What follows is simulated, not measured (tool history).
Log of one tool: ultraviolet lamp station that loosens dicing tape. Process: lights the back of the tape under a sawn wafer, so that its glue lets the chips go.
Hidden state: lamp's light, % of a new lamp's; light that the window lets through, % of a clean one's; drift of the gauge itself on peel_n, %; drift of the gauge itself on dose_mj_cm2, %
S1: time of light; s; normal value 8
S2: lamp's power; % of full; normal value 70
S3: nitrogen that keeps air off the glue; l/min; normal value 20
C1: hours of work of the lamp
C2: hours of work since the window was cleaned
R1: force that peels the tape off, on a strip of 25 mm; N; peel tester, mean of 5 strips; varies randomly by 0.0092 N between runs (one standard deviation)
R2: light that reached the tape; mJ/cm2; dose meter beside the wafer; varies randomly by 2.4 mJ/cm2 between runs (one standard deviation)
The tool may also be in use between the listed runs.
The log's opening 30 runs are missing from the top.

run 31 hour=893.1 | S1=8 S2=70 S3=16 | C1=65 C2=36 | R1=0.495 R2=253
run 32 hour=922.4 | S1=11 S2=85 S3=6 | C1=80 C2=51 | R1=0.329 R2=421
run 33 hour=957.4 | S1=8 S2=64 S3=16 | C1=97 C2=68 | R1=0.626 R2=229
run 34 hour=992 | S1=8 S2=64 S3=16 | C1=113 C2=85 | R1=0.629 R2=225
run 35 hour=1032.4 | S1=11 S2=72 S3=12 | C1=133 C2=104 | R1=0.331 R2=343
run 36 hour=1071.6 | S1=15 S2=77 S3=12 | C1=152 C2=123 | R1=0.219 R2=499
run 37 hour=1102.8 | S1=15 S2=77 S3=12 | C1=167 C2=139 | R1=0.222 R2=494
run 38 hour=1129.2 | S1=15 S2=77 S3=12 | C1=180 C2=152 | R1=0.222 R2=486
run 39 hour=1155.4 | S1=14 S2=67 S3=20 | C1=193 C2=164 | R1=0.237 R2=397
run 40 hour=1173.4 | S1=14 S2=67 S3=20 | C1=202 C2=173 | R1=0.223 R2=394
run 41 hour=1196.4 | S1=14 S2=67 S3=20 | C1=213 C2=184 | R1=0.235 R2=381
run 42 hour=1225.7 | S1=14 S2=67 S3=20 | C1=227 C2=199 | R1=0.236 R2=387

What if the next run were any one of these 5? Each begins from the tool's condition after run 42:
run A hour=1256.2 | S1=14 S2=69 S3=20 | C1=242 C2=213 | R1=? R2=?
run B hour=1256.2 | S1=5 S2=67 S3=17 | C1=242 C2=213 | R1=? R2=?
run C hour=1256.2 | S1=8 S2=70 S3=33 | C1=242 C2=213 | R1=? R2=?
run D hour=1256.2 | S1=14 S2=70 S3=20 | C1=242 C2=213 | R1=? R2=?
run E hour=1256.2 | S1=6 S2=62 S3=12 | C1=242 C2=213 | R1=? R2=?

run=A R1=0.229 R2=393
run=B R1=1.724 R2=135
run=C R1=0.449 R2=227
run=D R1=0.238 R2=390
run=E R1=1.66 R2=153
Without the tool's hidden state the same runs would have given:
run=A R1=0.206 R2=471
run=B R1=1.25 R2=162
run=C R1=0.321 R2=272
run=D R1=0.216 R2=469
run=E R1=1.203 R2=183
